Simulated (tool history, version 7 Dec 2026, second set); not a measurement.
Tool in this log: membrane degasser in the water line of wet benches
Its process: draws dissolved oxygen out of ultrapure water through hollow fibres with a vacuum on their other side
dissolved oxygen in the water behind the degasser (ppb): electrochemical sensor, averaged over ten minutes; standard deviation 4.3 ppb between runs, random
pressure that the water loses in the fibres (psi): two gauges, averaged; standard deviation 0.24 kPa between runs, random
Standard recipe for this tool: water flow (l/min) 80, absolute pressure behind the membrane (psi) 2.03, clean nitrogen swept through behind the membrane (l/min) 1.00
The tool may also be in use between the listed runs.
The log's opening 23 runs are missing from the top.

run    hour  water flow (l/min)  absolute pressure behind the membrane (psi)  clean nitrogen swept through behind the membrane (l/min)  dissolved oxygen in the water behind the degasser (ppb)  pressure that the water loses in the fibres (psi)
 24   872.4                 120                                         2.03                                                      1.46                                                   1455.0                                             13.832
 25   894.4                  80                                         2.03                                                      2.44                                                    738.6                                              9.285
 26   918.9                  62                                         2.03                                                      0.89                                                   1195.7                                              7.234
 27   961.0                  67                                         2.03                                                      0.74                                                   1402.9                                              7.794
 28  1012.5                  67                                         2.03                                                      0.74                                                   1417.1                                              7.733
     1024.0  -- gauge calibrated
 29  1062.4                  67                                         2.03                                                      0.74                                                   1412.6                                              7.596
 30  1084.2                  67                                         2.03                                                      0.47                                                   1798.5                                              7.593
 31  1124.7                  67                                         2.03                                                      0.47                                                   1800.9                                              7.632

Forecast each of these 5 alternatives for the next run:
  A  1163.1                  67                                         2.03                                                      1.00                                                        ?                                                  ?
  B  1163.1                 113                                         4.00                                                      0.52                                                        ?                                                  ?
  C  1163.1                  98                                         2.03                                                      1.49                                                        ?                                                  ?
  D  1163.1                  65                                         2.03                                                      0.47                                                        ?                                                  ?
  E  1163.1                 124                                         3.57                                                      0.57                                                        ?                                                  ?

run  dissolved oxygen in the water behind the degasser (ppb)  pressure that the water loses in the fibres (psi)
  A                                                   1171.5                                              7.600
  B                                                   4083.9                                             12.843
  C                                                   1224.3                                             11.158
  D                                                   1762.9                                              7.398
  E                                                   3753.6                                             14.070
What these runs would have given with no unlogged condition in the tool:
run  dissolved oxygen in the water behind the degasser (ppb)  pressure that the water loses in the fibres (psi)
  A                                                   1171.4                                              7.574
  B                                                   4083.7                                             12.798
  C                                                   1224.1                                             11.119
  D                                                   1762.6                                              7.374
  E                                                   3753.4                                             14.021
